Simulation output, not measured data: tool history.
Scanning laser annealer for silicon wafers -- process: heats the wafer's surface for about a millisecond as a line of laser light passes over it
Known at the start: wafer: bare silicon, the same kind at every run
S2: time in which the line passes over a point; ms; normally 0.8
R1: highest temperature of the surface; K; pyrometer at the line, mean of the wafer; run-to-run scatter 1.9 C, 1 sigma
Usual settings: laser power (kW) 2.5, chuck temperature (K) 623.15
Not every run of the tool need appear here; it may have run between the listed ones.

{"run": 1, "hour": 0.0, "laser power (kW)": 2.5, "S2": 0.8, "chuck temperature (K)": 623.15, "R1": 1383.15}
{"run": 2, "hour": 5.2, "laser power (kW)": 2.5, "S2": 0.661, "chuck temperature (K)": 623.15, "R1": 1309.15}
{"run": 3, "hour": 17.5, "laser power (kW)": 2.5, "S2": 0.8, "chuck temperature (K)": 604.15, "R1": 1364.15}
{"run": 4, "hour": 28.3, "laser power (kW)": 2.5, "S2": 0.866, "chuck temperature (K)": 623.15, "R1": 1413.15}
{"run": 5, "hour": 39.9, "laser power (kW)": 2.5, "S2": 0.866, "chuck temperature (K)": 623.15, "R1": 1412.15}
{"run": 6, "hour": 49.0, "laser power (kW)": 2.5, "S2": 0.8, "chuck temperature (K)": 623.15, "R1": 1378.15}
{"run": 7, "hour": 58.4, "laser power (kW)": 2.5, "S2": 0.8, "chuck temperature (K)": 623.15, "R1": 1377.15}
{"run": 8, "hour": 64.1, "laser power (kW)": 2.5, "S2": 0.8, "chuck temperature (K)": 623.15, "R1": 1380.15}
{"run": 9, "hour": 74.1, "laser power (kW)": 2.5, "S2": 0.8, "chuck temperature (K)": 623.15, "R1": 1381.15}
{"run": 10, "hour": 85.7, "laser power (kW)": 2.5, "S2": 0.759, "chuck temperature (K)": 623.15, "R1": 1359.15}
{"run": 11, "hour": 95.8, "laser power (kW)": 2.5, "S2": 0.8, "chuck temperature (K)": 623.15, "R1": 1377.15}
{"run": 12, "hour": 105.0, "laser power (kW)": 2.5, "S2": 0.8, "chuck temperature (K)": 623.15, "R1": 1377.15}
{"run": 13, "hour": 114.4, "laser power (kW)": 2.5, "S2": 0.8, "chuck temperature (K)": 623.15, "R1": 1376.15}
{"run": 14, "hour": 119.6, "laser power (kW)": 2.5, "S2": 0.8, "chuck temperature (K)": 623.15, "R1": 1378.15}
{"run": 15, "hour": 129.4, "laser power (kW)": 2.5, "S2": 0.8, "chuck temperature (K)": 623.15, "R1": 1373.15}
{"run": 16, "hour": 136.5, "laser power (kW)": 2.5, "S2": 0.8, "chuck temperature (K)": 623.15, "R1": 1374.15}
{"run": 17, "hour": 144.6, "laser power (kW)": 2.5, "S2": 0.8, "chuck temperature (K)": 649.15, "R1": 1403.15}
{"run": 18, "hour": 152.2, "laser power (kW)": 2.5, "S2": 0.8, "chuck temperature (K)": 649.15, "R1": 1405.15}
{"run": 19, "hour": 160.1, "laser power (kW)": 2.5, "S2": 0.8, "chuck temperature (K)": 649.15, "R1": 1404.15}
{"run": 20, "hour": 165.7, "laser power (kW)": 2.5, "S2": 0.8, "chuck temperature (K)": 649.15, "R1": 1401.15}
{"run": 21, "hour": 175.1, "laser power (kW)": 2.596, "S2": 0.668, "chuck temperature (K)": 623.15, "R1": 1343.15}
{"run": 22, "hour": 181.6, "laser power (kW)": 2.734, "S2": 0.905, "chuck temperature (K)": 635.15, "R1": 1524.15}
{"run": 23, "hour": 190.7, "laser power (kW)": 2.502, "S2": 0.724, "chuck temperature (K)": 614.15, "R1": 1329.15}
{"run": 24, "hour": 203.1, "laser power (kW)": 2.502, "S2": 0.724, "chuck temperature (K)": 614.15, "R1": 1327.15}
{"run": 25, "hour": 214.6, "laser power (kW)": 2.502, "S2": 0.724, "chuck temperature (K)": 614.15, "R1": 1327.15}
{"run": 26, "hour": 220.4, "laser power (kW)": 2.502, "S2": 0.724, "chuck temperature (K)": 595.15, "R1": 1311.15}
{"run": 27, "hour": 230.2, "laser power (kW)": 2.502, "S2": 0.727, "chuck temperature (K)": 595.15, "R1": 1311.15}
{"run": 28, "hour": 240.3, "laser power (kW)": 2.502, "S2": 0.727, "chuck temperature (K)": 595.15, "R1": 1311.15}
{"run": 29, "hour": 251.1, "laser power (kW)": 2.482, "S2": 0.661, "chuck temperature (K)": 595.15, "R1": 1270.15}
{"run": 30, "hour": 261.7, "laser power (kW)": 2.462, "S2": 0.8, "chuck temperature (K)": 623.15, "R1": 1360.15}
{"run": 31, "hour": 271.8, "laser power (kW)": 2.449, "S2": 0.687, "chuck temperature (K)": 623.15, "R1": 1299.15}
{"run": 32, "hour": 283.9, "laser power (kW)": 2.182, "S2": 0.8, "chuck temperature (K)": 632.15, "R1": 1272.15}
{"run": 33, "hour": 289.9, "laser power (kW)": 2.133, "S2": 0.839, "chuck temperature (K)": 632.15, "R1": 1270.15}
{"run": 34, "hour": 300.8, "laser power (kW)": 2.309, "S2": 0.653, "chuck temperature (K)": 637.15, "R1": 1253.15}
{"run": 35, "hour": 311.9, "laser power (kW)": 2.245, "S2": 0.86, "chuck temperature (K)": 623.15, "R1": 1310.15}
{"run": 36, "hour": 320.9, "laser power (kW)": 2.245, "S2": 0.86, "chuck temperature (K)": 623.15, "R1": 1305.15}
{"run": 37, "hour": 328.4, "laser power (kW)": 2.454, "S2": 0.792, "chuck temperature (K)": 619.15, "R1": 1342.15}

Below, some changes in R1 between adjacent runs. For each, the amount present without the hidden state too (settings, incoming material, random variation) and the amount remaining for the hidden state with gauge scatter not shared by both compared results:
What the log doesn't record here: light that passes the window, % of a clean one's; laser's true power over the reading, %; width of the line over the set one, %; drift of the gauge itself on peak_c, C.
Run 21 -> 22: laser power (kW) 2.596 -> 2.734, S2 0.668 -> 0.905, chuck temperature (K) 623.15 -> 635.15. R1 +181 K: hidden state -8, all else +189.
Run 22 -> 23: laser power (kW) 2.734 -> 2.502, S2 0.905 -> 0.724, chuck temperature (K) 635.15 -> 614.15. R1 -195 K: hidden state +8, all else -203.
Run 29 -> 30: laser power (kW) 2.482 -> 2.462, S2 0.661 -> 0.8, chuck temperature (K) 595.15 -> 623.15. R1 +90 K: hidden state -4, all else +94.
